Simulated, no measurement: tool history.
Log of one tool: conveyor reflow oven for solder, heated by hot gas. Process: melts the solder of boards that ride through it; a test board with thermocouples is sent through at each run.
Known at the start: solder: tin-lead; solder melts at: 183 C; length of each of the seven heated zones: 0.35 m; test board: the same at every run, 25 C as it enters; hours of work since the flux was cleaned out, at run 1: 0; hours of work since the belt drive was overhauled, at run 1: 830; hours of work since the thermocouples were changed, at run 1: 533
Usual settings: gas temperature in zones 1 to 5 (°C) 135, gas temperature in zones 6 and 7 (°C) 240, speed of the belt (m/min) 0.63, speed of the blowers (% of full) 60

| run | hour | gas temperature in zones 1 to 5 (°C) | gas temperature in zones 6 and 7 (°C) | speed of the belt (m/min) | speed of the blowers (% of full) | hours of work since the flux was cleaned out | hours of work since the belt drive was overhauled | hours of work since the thermocouples were changed | highest temperature of the board (°C) | time above the solder's melting point (s) |
|---|---|---|---|---|---|---|---|---|---|---|
| 1 | 0 | 135 | 240 | 0.63 | 60 | 0 | 830 | 533 | 217.9 | 49.3 |
| 2 | 66.9 | 135 | 240 | 0.63 | 60 | 52 | 883 | 585 | 216.7 | 50.3 |
| 3 | 130.2 | 135 | 240 | 0.63 | 60 | 102 | 932 | 634 | 216.8 | 47.7 |
| 4 | 170.7 | 135 | 240 | 0.63 | 60 | 133 | 964 | 666 | 216.1 | 48.5 |
| 5 | 250.8 | 135 | 240 | 0.63 | 60 | 196 | 1026 | 729 | 215.2 | 47.7 |
|  | 260.1 | flux residue cleaned out of gas plates and filters |
|  | 281 | belt drive overhauled, speed set with a stopwatch |
| 6 | 300.3 | 135 | 246 | 0.63 | 60 | 28 | 15 | 760 | 216.5 | 47.8 |
| 7 | 372 | 135 | 245 | 0.63 | 60 | 84 | 71 | 816 | 216.6 | 47.7 |
|  | 441.5 | flux residue cleaned out of gas plates and filters, once more |
| 8 | 465.6 | 135 | 245 | 0.63 | 87 | 19 | 140 | 885 | 227.9 | 55.5 |
| 9 | 541.5 | 135 | 255 | 0.605 | 82 | 78 | 200 | 945 | 238 | 62.8 |
| 10 | 624.2 | 135 | 255 | 0.531 | 61 | 143 | 264 | 1009 | 234.5 | 69.8 |
| 11 | 671.2 | 135 | 228 | 0.605 | 73 | 179 | 301 | 1046 | 209.4 | 45.9 |
| 12 | 736.4 | 135 | 228 | 0.668 | 67 | 230 | 352 | 1097 | 204.6 | 33.5 |
| 13 | 780.1 | 135 | 228 | 0.668 | 67 | 264 | 386 | 1131 | 202.7 | 34 |
| 14 | 857.5 | 135 | 228 | 0.668 | 67 | 325 | 446 | 1191 | 203.5 | 32.9 |
|  | 904 | flux residue cleaned out of gas plates and filters |
| 15 | 948.3 | 141 | 243 | 0.702 | 74 | 35 | 513 | 1259 | 219.7 | 47.6 |

Forecast each of these 5 alternatives for the next run:
| A | 1039.6 | 141 | 228 | 0.549 | 74 | 106 | 585 | 1330 | ? | ? |
| B | 1039.6 | 143 | 232 | 0.702 | 74 | 106 | 585 | 1330 | ? | ? |
| C | 1039.6 | 141 | 243 | 0.534 | 74 | 106 | 585 | 1330 | ? | ? |
| D | 1039.6 | 141 | 243 | 0.702 | 70 | 106 | 585 | 1330 | ? | ? |
| E | 1039.6 | 135 | 254 | 0.64 | 56 | 106 | 585 | 1330 | ? | ? |

| run | highest temperature of the board (°C) | time above the solder's melting point (s) |
|---|---|---|
| A | 213.9 | 57.6 |
| B | 210.1 | 41.8 |
| C | 227.6 | 68.8 |
| D | 218.1 | 46.5 |
| E | 223.9 | 54 |
Without the tool's hidden state the same runs would have given:
| run | highest temperature of the board (°C) | time above the solder's melting point (s) |
|---|---|---|
| A | 216.6 | 59 |
| B | 212.9 | 43.4 |
| C | 230.5 | 69.4 |
| D | 220.9 | 47.7 |
| E | 226.5 | 55 |
